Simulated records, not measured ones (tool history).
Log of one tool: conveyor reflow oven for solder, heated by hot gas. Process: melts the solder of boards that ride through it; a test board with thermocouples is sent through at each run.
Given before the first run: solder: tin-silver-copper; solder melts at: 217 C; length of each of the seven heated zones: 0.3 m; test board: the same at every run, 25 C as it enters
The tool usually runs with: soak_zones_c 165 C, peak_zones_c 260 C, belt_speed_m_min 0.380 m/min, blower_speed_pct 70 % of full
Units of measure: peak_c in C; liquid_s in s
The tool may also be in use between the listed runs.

run   hour  soak_zones_c  peak_zones_c  belt_speed_m_min  blower_speed_pct  peak_c  liquid_s
  1    0.0           165           260             0.380                70   245.5      62.2
       8.6  -- flux residue cleaned out of gas plates and filters
  2   14.0           165           260             0.380                70   244.4      61.2
  3   23.7           165           260             0.380                70   244.5      61.3
  4   36.8           165           260             0.380                70   245.2      61.8
  5   56.5           165           260             0.380                70   245.3      61.2
  6   72.0           165           260             0.380                70   245.7      61.2
      93.1  -- flux residue cleaned out of gas plates and filters, once more
  7   96.6           165           260             0.380                70   246.5      64.0
  8  109.5           168           251             0.416                86   239.8      52.0
  9  120.1           168           251             0.416                86   238.9      52.2
 10  136.1           168           251             0.416                86   239.4      51.8

What if the next run were any one of these 4? Each begins from the tool's condition after run 10:
  A  151.7           165           275             0.380                70       ?         ?
  B  151.7           179           251             0.416                86       ?         ?
  C  151.7           158           260             0.380                70       ?         ?
  D  151.7           172           260             0.433                52       ?         ?

run  peak_c  liquid_s
  A   260.6      75.5
  B   240.0      58.7
  C   245.9      60.2
  D   239.6      49.1
With no hidden state in the tool, these same runs would have given:
run  peak_c  liquid_s
  A   261.4      75.5
  B   240.8      59.2
  C   246.8      60.6
  D   240.4      49.5
